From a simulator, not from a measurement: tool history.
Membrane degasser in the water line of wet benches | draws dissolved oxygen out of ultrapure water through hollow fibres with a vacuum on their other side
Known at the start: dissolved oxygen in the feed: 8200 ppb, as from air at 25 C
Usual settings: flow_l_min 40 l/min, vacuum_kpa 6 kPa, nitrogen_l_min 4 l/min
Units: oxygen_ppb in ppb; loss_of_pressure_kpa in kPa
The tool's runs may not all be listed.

{"run": 1, "hour": 0.0, "flow_l_min": 40, "vacuum_kpa": 6, "nitrogen_l_min": 4, "oxygen_ppb": 87, "loss_of_pressure_kpa": 66.99}
{"run": 2, "hour": 212.1, "flow_l_min": 40, "vacuum_kpa": 6, "nitrogen_l_min": 4, "oxygen_ppb": 90.2, "loss_of_pressure_kpa": 66.78}
{"run": 3, "hour": 390.9, "flow_l_min": 40, "vacuum_kpa": 6, "nitrogen_l_min": 4, "oxygen_ppb": 87.9, "loss_of_pressure_kpa": 67.25}
{"run": 4, "hour": 541.1, "flow_l_min": 40, "vacuum_kpa": 5.38, "nitrogen_l_min": 4, "oxygen_ppb": 73.9, "loss_of_pressure_kpa": 67.38}
{"hour": 713.5, "done": "seals of the vacuum lines changed"}
{"run": 5, "hour": 775.1, "flow_l_min": 40, "vacuum_kpa": 5.38, "nitrogen_l_min": 4, "oxygen_ppb": 74.9, "loss_of_pressure_kpa": 67.92}
{"run": 6, "hour": 984.0, "flow_l_min": 40, "vacuum_kpa": 7.38, "nitrogen_l_min": 4, "oxygen_ppb": 122, "loss_of_pressure_kpa": 67.72}
{"run": 7, "hour": 1147.3, "flow_l_min": 40, "vacuum_kpa": 6, "nitrogen_l_min": 5.38, "oxygen_ppb": 71.1, "loss_of_pressure_kpa": 67.88}
{"hour": 1231.1, "done": "vacuum gauge calibrated"}
{"run": 8, "hour": 1309.2, "flow_l_min": 40, "vacuum_kpa": 6, "nitrogen_l_min": 5.38, "oxygen_ppb": 64, "loss_of_pressure_kpa": 67.74}
{"run": 9, "hour": 1461.0, "flow_l_min": 40, "vacuum_kpa": 6, "nitrogen_l_min": 5.38, "oxygen_ppb": 64.1, "loss_of_pressure_kpa": 67.59}
{"run": 10, "hour": 1608.7, "flow_l_min": 40, "vacuum_kpa": 6, "nitrogen_l_min": 5.38, "oxygen_ppb": 64.5, "loss_of_pressure_kpa": 68.15}
{"run": 11, "hour": 1806.3, "flow_l_min": 54, "vacuum_kpa": 6, "nitrogen_l_min": 5.38, "oxygen_ppb": 115.3, "loss_of_pressure_kpa": 91.92}
{"run": 12, "hour": 1912.5, "flow_l_min": 54, "vacuum_kpa": 6, "nitrogen_l_min": 5.38, "oxygen_ppb": 112.8, "loss_of_pressure_kpa": 91.86}
{"run": 13, "hour": 2063.8, "flow_l_min": 46, "vacuum_kpa": 6, "nitrogen_l_min": 5.38, "oxygen_ppb": 83.2, "loss_of_pressure_kpa": 78.85}
{"run": 14, "hour": 2231.2, "flow_l_min": 49, "vacuum_kpa": 7.52, "nitrogen_l_min": 4, "oxygen_ppb": 157.4, "loss_of_pressure_kpa": 83.93}
{"run": 15, "hour": 2363.5, "flow_l_min": 52, "vacuum_kpa": 3.84, "nitrogen_l_min": 4, "oxygen_ppb": 64.9, "loss_of_pressure_kpa": 89.39}
{"run": 16, "hour": 2573.4, "flow_l_min": 44, "vacuum_kpa": 6.51, "nitrogen_l_min": 3.54, "oxygen_ppb": 121.1, "loss_of_pressure_kpa": 75.53}
{"run": 17, "hour": 2795.8, "flow_l_min": 44, "vacuum_kpa": 6.51, "nitrogen_l_min": 3.54, "oxygen_ppb": 122.6, "loss_of_pressure_kpa": 75.42}
{"run": 18, "hour": 2980.2, "flow_l_min": 30, "vacuum_kpa": 9.7, "nitrogen_l_min": 2.35, "oxygen_ppb": 199.2, "loss_of_pressure_kpa": 51.26}
{"run": 19, "hour": 3158.9, "flow_l_min": 29, "vacuum_kpa": 6, "nitrogen_l_min": 4, "oxygen_ppb": 54.6, "loss_of_pressure_kpa": 49.77}
{"run": 20, "hour": 3323.9, "flow_l_min": 51, "vacuum_kpa": 6, "nitrogen_l_min": 4, "oxygen_ppb": 128.3, "loss_of_pressure_kpa": 88.65}

Run 21 comes next. What will it give?
{"run": 21, "hour": 3445.4, "flow_l_min": 28, "vacuum_kpa": 7.59, "nitrogen_l_min": 11.12, "oxygen_ppb": "?", "loss_of_pressure_kpa": "?"}

Run 21 gave oxygen_ppb 32.7 ppb, loss_of_pressure_kpa 48.41 kPa.
Without the tool's hidden state the same run would have given oxygen_ppb 29.9 ppb, loss_of_pressure_kpa 45.26 kPa.

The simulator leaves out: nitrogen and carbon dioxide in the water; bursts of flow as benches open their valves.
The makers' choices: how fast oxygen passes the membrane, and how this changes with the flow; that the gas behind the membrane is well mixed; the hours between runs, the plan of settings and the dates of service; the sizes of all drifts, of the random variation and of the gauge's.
